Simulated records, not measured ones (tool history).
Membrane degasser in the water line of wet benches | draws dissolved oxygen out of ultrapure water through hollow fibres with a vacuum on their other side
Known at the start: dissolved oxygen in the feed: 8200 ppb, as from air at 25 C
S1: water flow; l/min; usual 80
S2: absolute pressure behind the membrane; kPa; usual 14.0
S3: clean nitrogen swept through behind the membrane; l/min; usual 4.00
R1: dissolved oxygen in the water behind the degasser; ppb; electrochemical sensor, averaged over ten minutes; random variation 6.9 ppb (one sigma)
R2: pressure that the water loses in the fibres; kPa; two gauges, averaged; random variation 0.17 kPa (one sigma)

Run 1, hour 0.0: usual settings. Result: R1 750.3 ppb, R2 29.63 kPa.
Run 2, hour 123.9: usual settings but S3 3.17 l/min. Result: R1 838.1 ppb, R2 29.89 kPa.
Run 3, hour 287.6: usual settings. Result: R1 744.6 ppb, R2 29.64 kPa.
Run 4, hour 400.8: usual settings. Result: R1 740.2 ppb, R2 29.94 kPa.
Run 5, hour 533.2: usual settings. Result: R1 755.0 ppb, R2 30.19 kPa.
Run 6, hour 707.4: usual settings. Result: R1 780.5 ppb, R2 29.51 kPa.
Run 7, hour 870.7: usual settings. Result: R1 761.3 ppb, R2 29.89 kPa.
Run 8, hour 978.2: usual settings. Result: R1 764.1 ppb, R2 29.80 kPa.
Run 9, hour 1087.8: usual settings. Result: R1 762.1 ppb, R2 30.09 kPa.
Run 10, hour 1222.9: usual settings but S3 2.38 l/min. Result: R1 992.5 ppb, R2 30.24 kPa.
Run 11, hour 1340.6: usual settings but S2 10.6 kPa, S3 2.38 l/min. Result: R1 812.5 ppb, R2 30.13 kPa.
Run 12, hour 1511.5: usual settings but S2 10.6 kPa, S3 2.38 l/min. Result: R1 807.2 ppb, R2 30.36 kPa.
Run 13, hour 1692.9: usual settings but S2 10.6 kPa, S3 2.38 l/min. Result: R1 813.5 ppb, R2 30.18 kPa.
Run 14, hour 1773.7: usual settings but S2 10.6 kPa, S3 2.38 l/min. Result: R1 804.3 ppb, R2 30.40 kPa.
Run 15, hour 1943.0: usual settings but S1 49 l/min, S2 30.3 kPa. Result: R1 780.3 ppb, R2 18.82 kPa.
Run 16, hour 2027.1: usual settings but S1 51 l/min, S2 30.3 kPa, S3 2.59 l/min. Result: R1 1138.2 ppb, R2 19.35 kPa.
Run 17, hour 2124.3: usual settings but S1 68 l/min, S3 3.22 l/min. Result: R1 699.1 ppb, R2 25.97 kPa.
Run 18, hour 2233.4: usual settings but S1 91 l/min, S3 2.04 l/min. Result: R1 1285.3 ppb, R2 34.55 kPa.
Run 19, hour 2347.8: usual settings but S1 63 l/min, S2 27.8 kPa, S3 6.93 l/min. Result: R1 671.6 ppb, R2 24.16 kPa.
Run 20, hour 2445.7: usual settings but S1 63 l/min, S2 17.2 kPa, S3 1.85 l/min. Result: R1 1071.1 ppb, R2 24.11 kPa.
Run 21, hour 2548.8: usual settings but S1 56 l/min, S2 28.2 kPa, S3 3.30 l/min. Result: R1 977.7 ppb, R2 21.41 kPa.
Run 22, hour 2666.1: usual settings but S1 126 l/min, S2 9.5 kPa, S3 2.27 l/min. Result: R1 1469.8 ppb, R2 48.12 kPa.
At hour 2780.5: seals of the vacuum lines changed.
Run 23, hour 2790.4: usual settings but S1 78 l/min, S2 9.5 kPa, S3 4.51 l/min. Result: R1 578.2 ppb, R2 30.02 kPa.
Run 24, hour 2965.0: usual settings but S1 126 l/min, S2 15.0 kPa, S3 10.39 l/min. Result: R1 1177.0 ppb, R2 48.55 kPa.
Run 25, hour 3117.6: usual settings but S1 75 l/min, S3 2.55 l/min. Result: R1 928.0 ppb, R2 28.88 kPa.
At hour 3188.6: membrane cartridge changed.
Run 26, hour 3200.4: usual settings but S1 75 l/min, S3 2.55 l/min. Result: R1 823.6 ppb, R2 26.47 kPa.
Run 27, hour 3341.0: usual settings but S1 75 l/min, S3 2.55 l/min. Result: R1 847.3 ppb, R2 26.38 kPa.
Run 28, hour 3473.5: usual settings but S1 75 l/min, S3 2.55 l/min. Result: R1 830.1 ppb, R2 25.84 kPa.

3 ways to go on from here, each from the tool as it stands after run 28. What would each give?
Run A, hour 3658.5: usual settings but S1 94 l/min, S3 6.36 l/min. Result: R1 ?, R2 ?.
Run B, hour 3658.5: usual settings but S1 63 l/min, S3 8.23 l/min. Result: R1 ?, R2 ?.
Run C, hour 3658.5: usual settings but S1 63 l/min. Result: R1 ?, R2 ?.

run     R1     R2
  A  737.1  33.20
  B  329.7  22.27
  C  507.7  22.29
Without the tool's hidden state the same runs would have given:
run     R1     R2
  A  718.6  33.04
  B  319.1  22.16
  C  490.6  22.18
